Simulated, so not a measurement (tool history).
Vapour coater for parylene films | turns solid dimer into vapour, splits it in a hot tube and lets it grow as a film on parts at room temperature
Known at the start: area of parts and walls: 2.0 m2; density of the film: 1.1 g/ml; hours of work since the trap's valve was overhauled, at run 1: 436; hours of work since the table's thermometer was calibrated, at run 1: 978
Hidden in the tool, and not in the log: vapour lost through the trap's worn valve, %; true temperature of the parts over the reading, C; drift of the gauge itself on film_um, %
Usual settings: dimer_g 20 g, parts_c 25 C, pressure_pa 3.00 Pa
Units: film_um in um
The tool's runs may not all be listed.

run,day,dimer_g,parts_c,pressure_pa,hours of work since the trap's valve was overhauled,hours of work since the table's thermometer was calibrated,film_um
1,0.000,20,25,3.00,436,978,6.66
2,1.067,20,25,6.69,458,999,6.10
3,2.271,20,25,6.69,482,1024,6.10
4,3.150,35,25,3.00,500,1041,11.74
5,4.596,35,25,3.00,529,1071,11.76
6,5.517,35,22,3.00,548,1089,13.05
7,7.029,20,25,4.86,578,1120,6.35
8,8.450,20,25,4.86,607,1149,6.35
# day 9.192: trap's valve overhauled
9,9.983,20,25,4.86,16,1176,6.40
10,11.212,20,25,4.86,41,1201,6.41
11,12.208,20,25,4.86,61,1221,6.44
12,13.417,20,25,3.00,86,1246,6.75
13,14.454,20,25,6.68,107,1267,6.18
14,16.017,20,25,6.68,138,1299,6.19
15,16.796,20,25,6.68,154,1314,6.20
16,18.004,20,25,6.68,178,1339,6.18
17,19.442,20,25,6.68,208,1368,6.26
18,20.633,20,25,3.00,232,1392,6.76
19,22.029,28,25,3.00,260,1420,9.56
20,23.067,28,25,3.00,281,1441,9.46
21,24.308,20,25,3.00,306,1467,6.76
22,25.279,20,25,3.00,326,1486,6.83
23,26.617,20,25,3.00,353,1513,6.77
24,27.408,34,26,3.06,369,1529,11.22
25,28.258,34,26,3.06,386,1547,11.17
26,28.983,10,26,3.22,401,1561,3.27
27,29.942,10,26,3.22,420,1581,3.27
28,31.542,9,24,3.22,453,1613,3.17
29,32.708,20,32,3.00,476,1637,5.35
30,33.550,20,32,3.00,493,1654,5.38
31,34.642,20,29,11.12,515,1676,5.11
32,35.629,20,29,3.98,535,1696,5.79
33,37.058,20,29,9.90,564,1725,5.19
34,38.071,22,33,3.00,585,1745,5.67
35,39.512,22,33,3.00,614,1775,5.70
# day 39.917: trap's valve overhauled
36,40.675,20,32,2.24,15,1795,5.58
37,42.071,20,32,2.24,44,1823,5.57
38,42.812,20,32,2.24,59,1838,5.59
39,44.017,20,32,2.24,83,1862,5.60
# day 44.608: gauge calibrated
40,45.008,17,25,2.24,103,1882,5.86
41,46.621,12,25,7.05,136,1915,3.67

Forecast each of these 4 alternatives for the next run:
A,47.750,20,27,3.60,159,1938,?
B,47.750,12,27,7.05,159,1938,?
C,47.750,20,25,7.05,159,1938,?
D,47.750,22,29,7.70,159,1938,?

run,film_um
A,6.16
B,3.42
C,6.09
D,5.82
Without the tool's hidden state the same runs would have given:
run,film_um
A,6.16
B,3.42
C,6.09
D,5.82
